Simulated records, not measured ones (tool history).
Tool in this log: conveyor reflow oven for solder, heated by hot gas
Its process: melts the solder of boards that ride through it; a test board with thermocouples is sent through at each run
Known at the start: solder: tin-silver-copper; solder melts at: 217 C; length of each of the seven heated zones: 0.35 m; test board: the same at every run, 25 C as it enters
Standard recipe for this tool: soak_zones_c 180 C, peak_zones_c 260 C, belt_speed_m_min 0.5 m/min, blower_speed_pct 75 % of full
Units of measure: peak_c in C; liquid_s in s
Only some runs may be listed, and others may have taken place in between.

Run 1, day 0: usual settings. Result: peak_c 245.1 C, liquid_s 59 s.
Run 2, day 0.654: usual settings but blower_speed_pct 63 % of full. Result: peak_c 242.9 C, liquid_s 56.6 s.
Run 3, day 1.204: usual settings but blower_speed_pct 63 % of full. Result: peak_c 242.5 C, liquid_s 56 s.
Run 4, day 1.75: usual settings. Result: peak_c 244.9 C, liquid_s 58.6 s.
Run 5, day 2.25: usual settings. Result: peak_c 245.4 C, liquid_s 58.9 s.
Run 6, day 2.788: usual settings. Result: peak_c 244.5 C, liquid_s 59.4 s.
Run 7, day 3.35: usual settings. Result: peak_c 244.4 C, liquid_s 58.3 s.
Run 8, day 3.942: usual settings but soak_zones_c 168 C. Result: peak_c 242.2 C, liquid_s 51.9 s.
Run 9, day 4.688: usual settings. Result: peak_c 244.5 C, liquid_s 58.8 s.
Run 10, day 5.15: usual settings. Result: peak_c 243.9 C, liquid_s 59.4 s.
Run 11, day 5.808: usual settings. Result: peak_c 244.5 C, liquid_s 59.3 s.
Run 12, day 6.538: usual settings. Result: peak_c 244 C, liquid_s 59.2 s.
Run 13, day 6.862: usual settings but belt_speed_m_min 0.527 m/min. Result: peak_c 242.2 C, liquid_s 53.8 s.
Run 14, day 7.521: usual settings but belt_speed_m_min 0.527 m/min. Result: peak_c 242.5 C, liquid_s 54.1 s.
Run 15, day 8.229: usual settings but peak_zones_c 255 C, belt_speed_m_min 0.553 m/min, blower_speed_pct 51 % of full. Result: peak_c 233 C, liquid_s 35.5 s.
Run 16, day 8.792: usual settings but peak_zones_c 264 C, belt_speed_m_min 0.433 m/min, blower_speed_pct 51 % of full. Result: peak_c 247.4 C, liquid_s 71.4 s.
Run 17, day 9.496: usual settings but peak_zones_c 264 C, belt_speed_m_min 0.433 m/min, blower_speed_pct 51 % of full. Result: peak_c 248.1 C, liquid_s 71.4 s.
Run 18, day 10.196: usual settings but soak_zones_c 187 C. Result: peak_c 245.8 C, liquid_s 63.6 s.
Run 19, day 10.767: usual settings but soak_zones_c 187 C. Result: peak_c 245.5 C, liquid_s 63.5 s.
Run 20, day 11.167: usual settings but soak_zones_c 179 C, belt_speed_m_min 0.545 m/min. Result: peak_c 240.8 C, liquid_s 49.7 s.
Run 21, day 11.712: usual settings but soak_zones_c 175 C, peak_zones_c 252 C, belt_speed_m_min 0.507 m/min, blower_speed_pct 61 % of full. Result: peak_c 233.4 C, liquid_s 41.1 s.
Run 22, day 12.304: usual settings but soak_zones_c 175 C, peak_zones_c 252 C, belt_speed_m_min 0.507 m/min, blower_speed_pct 61 % of full. Result: peak_c 232.8 C, liquid_s 41.5 s.
Run 23, day 12.679: usual settings but soak_zones_c 187 C, peak_zones_c 249 C, belt_speed_m_min 0.411 m/min, blower_speed_pct 70 % of full. Result: peak_c 239.1 C, liquid_s 73.5 s.
Run 24, day 13.242: usual settings but soak_zones_c 187 C, peak_zones_c 249 C, belt_speed_m_min 0.547 m/min, blower_speed_pct 70 % of full. Result: peak_c 233.2 C, liquid_s 42.3 s.
Run 25, day 13.642: usual settings but soak_zones_c 187 C, peak_zones_c 249 C, belt_speed_m_min 0.56 m/min, blower_speed_pct 70 % of full. Result: peak_c 231.8 C, liquid_s 40.4 s.
Run 26, day 14.146: usual settings but soak_zones_c 189 C, peak_zones_c 258 C, belt_speed_m_min 0.56 m/min, blower_speed_pct 70 % of full. Result: peak_c 239.7 C, liquid_s 49.9 s.
Run 27, day 14.833: usual settings but soak_zones_c 166 C, peak_zones_c 257 C, belt_speed_m_min 0.562 m/min, blower_speed_pct 62 % of full. Result: peak_c 232.1 C, liquid_s 30.3 s.
Run 28, day 15.462: usual settings but belt_speed_m_min 0.53 m/min. Result: peak_c 241.9 C, liquid_s 52.2 s.

What if the next run were any one of these 3? Each begins from the tool's condition after run 28:
Run A, day 15.875: usual settings but soak_zones_c 193 C, blower_speed_pct 55 % of full. Result: peak_c ?, liquid_s ?.
Run B, day 15.875: usual settings but peak_zones_c 248 C, belt_speed_m_min 0.477 m/min, blower_speed_pct 57 % of full. Result: peak_c ?, liquid_s ?.
Run C, day 15.875: usual settings but soak_zones_c 191 C, belt_speed_m_min 0.475 m/min. Result: peak_c ?, liquid_s ?.

run  peak_c  liquid_s
  A   243.5        63
  B   232.6      44.3
  C   246.4      71.4
Without the tool's unlogged condition, the same runs would have read:
run  peak_c  liquid_s
  A   246.6      66.2
  B   235.8        50
  C   249.7      74.1
